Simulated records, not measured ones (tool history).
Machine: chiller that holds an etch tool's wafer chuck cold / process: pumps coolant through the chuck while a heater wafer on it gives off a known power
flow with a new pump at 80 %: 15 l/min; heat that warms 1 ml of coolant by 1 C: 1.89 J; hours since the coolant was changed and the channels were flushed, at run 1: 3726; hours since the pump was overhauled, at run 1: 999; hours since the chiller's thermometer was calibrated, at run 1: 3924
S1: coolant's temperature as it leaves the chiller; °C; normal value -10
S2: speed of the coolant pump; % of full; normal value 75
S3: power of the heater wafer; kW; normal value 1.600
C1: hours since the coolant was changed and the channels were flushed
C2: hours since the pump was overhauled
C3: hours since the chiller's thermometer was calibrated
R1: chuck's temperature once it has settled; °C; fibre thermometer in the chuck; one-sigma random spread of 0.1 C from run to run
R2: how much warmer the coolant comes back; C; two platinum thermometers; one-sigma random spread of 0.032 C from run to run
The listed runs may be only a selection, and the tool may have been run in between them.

Run 1, hour 0.0: usual settings; C1 3726; C2 999; C3 3924. Result: R1 9.3 °C, R2 3.69 C.
Run 2, hour 55.1: usual settings; C1 3781; C2 1054; C3 3979. Result: R1 9.4 °C, R2 3.61 C.
Run 3, hour 83.3: usual settings but S2 89 % of full; C1 3809; C2 1082; C3 4007. Result: R1 7.1 °C, R2 3.07 C.
Run 4, hour 142.2: usual settings but S2 89 % of full; C1 3868; C2 1141; C3 4066. Result: R1 7.2 °C, R2 3.07 C.
Run 5, hour 186.2: usual settings but S2 89 % of full; C1 3912; C2 1185; C3 4110. Result: R1 7.0 °C, R2 3.05 C.
Run 6, hour 247.6: usual settings but S2 89 % of full; C1 3974; C2 1247; C3 4171. Result: R1 7.2 °C, R2 3.10 C.
At hour 256.1: coolant pump overhauled.
Run 7, hour 289.5: usual settings but S2 89 % of full; C1 4011; C2 33; C3 4208. Result: R1 7.2 °C, R2 3.13 C.
Run 8, hour 355.8: usual settings; C1 4077; C2 100; C3 4274. Result: R1 9.8 °C, R2 3.79 C.
Run 9, hour 399.0: usual settings; C1 4120; C2 143; C3 4318. Result: R1 9.9 °C, R2 3.74 C.
Run 10, hour 442.3: usual settings; C1 4164; C2 186; C3 4361. Result: R1 9.9 °C, R2 3.78 C.
Run 11, hour 483.5: usual settings but S1 -9 °C; C1 4205; C2 227; C3 4402. Result: R1 10.8 °C, R2 3.78 C.
Run 12, hour 521.6: usual settings but S1 -18 °C, S2 65 % of full, S3 0.880 kW; C1 4243; C2 265; C3 4440. Result: R1 -5.8 °C, R2 2.45 C.
Run 13, hour 556.9: usual settings but S1 -20 °C, S2 81 % of full, S3 1.296 kW; C1 4278; C2 301; C3 4476. Result: R1 -4.9 °C, R2 2.83 C.
Run 14, hour 604.4: usual settings but S1 -17 °C, S2 71 % of full, S3 1.927 kW; C1 4326; C2 348; C3 4523. Result: R1 8.1 °C, R2 4.83 C.
At hour 640.5: coolant pump overhauled, once more.
Run 15, hour 659.5: usual settings but S1 -17 °C, S2 81 % of full, S3 0.808 kW; C1 4376; C2 19; C3 4573. Result: R1 -7.6 °C, R2 1.69 C.
Run 16, hour 723.2: usual settings but S1 -17 °C, S2 81 % of full, S3 0.808 kW; C1 4439; C2 83; C3 4637. Result: R1 -7.7 °C, R2 1.69 C.

What does the tool deliver on the next run?
Run 17, hour 761.8: usual settings but S2 96 % of full; C1 4478; C2 121; C3 4675. Result: R1 ?, R2 ?.

R1: 6.1 °C
R2: 2.79 C
With the hidden condition absent and the run-to-run variation left alone, this run would have shown R1 4.5 °C, R2 2.79 C.
